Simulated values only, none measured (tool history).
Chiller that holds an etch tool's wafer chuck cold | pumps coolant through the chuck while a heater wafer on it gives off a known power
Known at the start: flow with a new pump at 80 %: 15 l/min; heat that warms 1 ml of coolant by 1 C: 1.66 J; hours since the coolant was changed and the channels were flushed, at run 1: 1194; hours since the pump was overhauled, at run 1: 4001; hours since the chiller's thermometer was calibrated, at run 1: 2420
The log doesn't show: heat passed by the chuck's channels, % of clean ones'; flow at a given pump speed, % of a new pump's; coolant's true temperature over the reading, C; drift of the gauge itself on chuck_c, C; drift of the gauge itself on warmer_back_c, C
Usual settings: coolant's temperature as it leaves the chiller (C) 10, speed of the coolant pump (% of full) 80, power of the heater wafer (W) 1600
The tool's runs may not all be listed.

run,hour,coolant's temperature as it leaves the chiller (C),speed of the coolant pump (% of full),power of the heater wafer (W),hours since the coolant was changed and the channels were flushed,hours since the pump was overhauled,hours since the chiller's thermometer was calibrated,chuck's temperature once it has settled (C),how much warmer the coolant comes back (C)
1,0.0,10,80,1600,1194,4001,2420,20.7,3.85
2,29.4,10,80,1600,1223,4031,2450,20.8,3.89
3,86.1,10,80,1600,1280,4087,2506,20.8,3.87
4,123.1,0,80,1600,1317,4124,2543,10.8,3.89
5,185.9,0,80,1600,1380,4187,2606,11.0,3.88
# hour 199.1: coolant pump overhauled
6,229.6,10,83,1600,1419,31,2645,20.4,3.73
7,294.7,10,80,885,1484,96,2710,15.9,2.15

The next listed run, before its measurement:
8,343.6,10,80,885,1532,144,2759,?,?

{"run 8": {"chuck's temperature once it has settled (C)": 15.9, "how much warmer the coolant comes back (C)": 2.12}}
Without the tool's hidden state the same run would have given chuck's temperature once it has settled (C) 15.9, how much warmer the coolant comes back (C) 2.12.
